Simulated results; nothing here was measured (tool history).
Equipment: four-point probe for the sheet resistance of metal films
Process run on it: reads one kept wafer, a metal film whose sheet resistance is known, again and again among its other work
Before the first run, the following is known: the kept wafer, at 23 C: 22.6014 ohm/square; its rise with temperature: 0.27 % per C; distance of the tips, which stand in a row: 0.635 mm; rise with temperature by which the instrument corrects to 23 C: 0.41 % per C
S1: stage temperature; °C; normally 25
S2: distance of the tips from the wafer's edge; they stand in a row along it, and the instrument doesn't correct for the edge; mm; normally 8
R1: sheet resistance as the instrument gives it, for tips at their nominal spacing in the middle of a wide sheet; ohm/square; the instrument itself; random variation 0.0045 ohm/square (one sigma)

run	hour	S1	S2	R1
1	0	25	8	22.617933
2	37.6	25	8	22.624196
3	81.2	25	8	22.623367
4	125.1	25	8	22.632635
5	158.1	25	8	22.628683
6	199.8	25	8	22.632043
7	234.1	25	8	22.628494
8	272.7	25	8	22.637091
9	303.4	25	8	22.639964
10	346.2	32	8	22.431195
11	367.9	32	8	22.436066
12	389.7	32	8	22.441321
13	419.4	32	8	22.439378
14	457.2	32	4	22.660537
15	484.8	28	63	22.482472
16	507	28	63	22.490306
17	529.5	28	63	22.485835
18	550.4	24	25	22.624919
19	587.9	24	71	22.606201
20	625.1	35	10	22.338795
21	662	22	29	22.683339
22	693.8	21	6	22.839379
23	733.4	32	21	22.395385
24	770.8	34	42	22.330706

Below are 4 alternative next runs, each starting from the tool's condition after run 24. Predict each:
A	804.8	29	21	?
B	804.8	19	8	?
C	804.8	26	52	?
D	804.8	21	13	?

run	R1
A	22.482001
B	22.849616
C	22.565503
D	22.737872
Take away the tool's hidden state, keep each run's random variation, and the runs would have read:
run	R1
A	22.432293
B	22.79879
C	22.515519
D	22.687352

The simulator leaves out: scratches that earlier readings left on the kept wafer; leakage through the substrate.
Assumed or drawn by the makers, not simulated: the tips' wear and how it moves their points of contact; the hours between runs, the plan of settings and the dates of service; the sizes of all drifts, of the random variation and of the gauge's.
